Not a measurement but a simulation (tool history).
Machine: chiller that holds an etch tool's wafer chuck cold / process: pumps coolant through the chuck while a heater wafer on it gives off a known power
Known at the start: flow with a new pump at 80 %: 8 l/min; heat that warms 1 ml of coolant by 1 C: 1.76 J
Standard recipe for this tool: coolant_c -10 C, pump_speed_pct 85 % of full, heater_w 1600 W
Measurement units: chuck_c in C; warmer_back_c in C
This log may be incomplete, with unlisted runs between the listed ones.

{"run": 1, "hour": 0.0, "coolant_c": -10, "pump_speed_pct": 85, "heater_w": 1600, "chuck_c": 2.0, "warmer_back_c": 6.4}
{"run": 2, "hour": 106.8, "coolant_c": -10, "pump_speed_pct": 85, "heater_w": 1600, "chuck_c": 1.9, "warmer_back_c": 6.45}
{"run": 3, "hour": 159.6, "coolant_c": -10, "pump_speed_pct": 85, "heater_w": 1600, "chuck_c": 1.9, "warmer_back_c": 6.31}
{"run": 4, "hour": 251.7, "coolant_c": -10, "pump_speed_pct": 89, "heater_w": 1600, "chuck_c": 1.4, "warmer_back_c": 6.05}
{"run": 5, "hour": 312.4, "coolant_c": -10, "pump_speed_pct": 81, "heater_w": 1600, "chuck_c": 2.5, "warmer_back_c": 6.68}
{"run": 6, "hour": 365.1, "coolant_c": -10, "pump_speed_pct": 81, "heater_w": 1600, "chuck_c": 2.5, "warmer_back_c": 6.63}
{"run": 7, "hour": 417.4, "coolant_c": -10, "pump_speed_pct": 85, "heater_w": 1600, "chuck_c": 1.9, "warmer_back_c": 6.34}
{"run": 8, "hour": 486.7, "coolant_c": -10, "pump_speed_pct": 85, "heater_w": 1600, "chuck_c": 1.9, "warmer_back_c": 6.37}
{"run": 9, "hour": 560.8, "coolant_c": -10, "pump_speed_pct": 85, "heater_w": 1600, "chuck_c": 2.0, "warmer_back_c": 6.29}
{"run": 10, "hour": 648.0, "coolant_c": -10, "pump_speed_pct": 85, "heater_w": 1600, "chuck_c": 2.0, "warmer_back_c": 6.31}
{"run": 11, "hour": 740.1, "coolant_c": -10, "pump_speed_pct": 85, "heater_w": 1600, "chuck_c": 1.8, "warmer_back_c": 6.25}
{"run": 12, "hour": 862.7, "coolant_c": -10, "pump_speed_pct": 85, "heater_w": 2006, "chuck_c": 5.0, "warmer_back_c": 7.97}
{"run": 13, "hour": 968.6, "coolant_c": -8, "pump_speed_pct": 85, "heater_w": 1600, "chuck_c": 4.0, "warmer_back_c": 6.28}
{"hour": 995.9, "done": "chiller's thermometer calibrated"}
{"run": 14, "hour": 1036.1, "coolant_c": -5, "pump_speed_pct": 85, "heater_w": 1600, "chuck_c": 7.1, "warmer_back_c": 6.27}
{"run": 15, "hour": 1122.6, "coolant_c": -10, "pump_speed_pct": 85, "heater_w": 1458, "chuck_c": 0.9, "warmer_back_c": 5.76}
{"run": 16, "hour": 1207.3, "coolant_c": -10, "pump_speed_pct": 85, "heater_w": 1600, "chuck_c": 1.8, "warmer_back_c": 6.28}
{"run": 17, "hour": 1259.9, "coolant_c": -10, "pump_speed_pct": 91, "heater_w": 1518, "chuck_c": 1.0, "warmer_back_c": 5.52}
{"run": 18, "hour": 1328.3, "coolant_c": -6, "pump_speed_pct": 71, "heater_w": 1135, "chuck_c": 3.8, "warmer_back_c": 5.3}
{"run": 19, "hour": 1388.3, "coolant_c": -4, "pump_speed_pct": 85, "heater_w": 1600, "chuck_c": 8.2, "warmer_back_c": 6.24}
{"run": 20, "hour": 1451.8, "coolant_c": -4, "pump_speed_pct": 85, "heater_w": 1600, "chuck_c": 8.2, "warmer_back_c": 6.24}
{"run": 21, "hour": 1533.4, "coolant_c": -17, "pump_speed_pct": 85, "heater_w": 1600, "chuck_c": -5.2, "warmer_back_c": 6.26}
{"run": 22, "hour": 1646.9, "coolant_c": -17, "pump_speed_pct": 79, "heater_w": 1171, "chuck_c": -7.8, "warmer_back_c": 4.89}
{"run": 23, "hour": 1768.8, "coolant_c": -17, "pump_speed_pct": 79, "heater_w": 1171, "chuck_c": -7.7, "warmer_back_c": 4.89}
{"run": 24, "hour": 1824.7, "coolant_c": -17, "pump_speed_pct": 79, "heater_w": 1171, "chuck_c": -7.8, "warmer_back_c": 4.82}
{"run": 25, "hour": 1886.1, "coolant_c": -17, "pump_speed_pct": 77, "heater_w": 1171, "chuck_c": -7.6, "warmer_back_c": 4.97}
{"run": 26, "hour": 2011.8, "coolant_c": -17, "pump_speed_pct": 77, "heater_w": 1171, "chuck_c": -7.6, "warmer_back_c": 5.0}
{"run": 27, "hour": 2113.2, "coolant_c": -10, "pump_speed_pct": 78, "heater_w": 1387, "chuck_c": 1.1, "warmer_back_c": 5.8}
{"run": 28, "hour": 2231.3, "coolant_c": -10, "pump_speed_pct": 78, "heater_w": 1387, "chuck_c": 1.0, "warmer_back_c": 5.82}
{"run": 29, "hour": 2293.5, "coolant_c": -10, "pump_speed_pct": 78, "heater_w": 1387, "chuck_c": 1.1, "warmer_back_c": 5.83}
{"run": 30, "hour": 2400.3, "coolant_c": -20, "pump_speed_pct": 87, "heater_w": 1079, "chuck_c": -12.1, "warmer_back_c": 3.99}
{"run": 31, "hour": 2504.3, "coolant_c": -20, "pump_speed_pct": 87, "heater_w": 1079, "chuck_c": -11.9, "warmer_back_c": 3.95}
{"run": 32, "hour": 2615.9, "coolant_c": -20, "pump_speed_pct": 87, "heater_w": 1079, "chuck_c": -12.2, "warmer_back_c": 3.95}

Each row is a separate what-if for the run after 32, all from the same tool condition, not one after another. Results?
{"run": "A", "hour": 2674.9, "coolant_c": -4, "pump_speed_pct": 61, "heater_w": 1846, "chuck_c": "?", "warmer_back_c": "?"}
{"run": "B", "hour": 2674.9, "coolant_c": -9, "pump_speed_pct": 85, "heater_w": 1271, "chuck_c": "?", "warmer_back_c": "?"}
{"run": "C", "hour": 2674.9, "coolant_c": -10, "pump_speed_pct": 85, "heater_w": 1197, "chuck_c": "?", "warmer_back_c": "?"}

run=A chuck_c=13.9 warmer_back_c=10.10
run=B chuck_c=0.6 warmer_back_c=4.82
run=C chuck_c=-0.9 warmer_back_c=4.51
With no hidden state in the tool, these same runs would have given:
run=A chuck_c=13.9 warmer_back_c=10.36
run=B chuck_c=0.6 warmer_back_c=5.09
run=C chuck_c=-0.9 warmer_back_c=4.78

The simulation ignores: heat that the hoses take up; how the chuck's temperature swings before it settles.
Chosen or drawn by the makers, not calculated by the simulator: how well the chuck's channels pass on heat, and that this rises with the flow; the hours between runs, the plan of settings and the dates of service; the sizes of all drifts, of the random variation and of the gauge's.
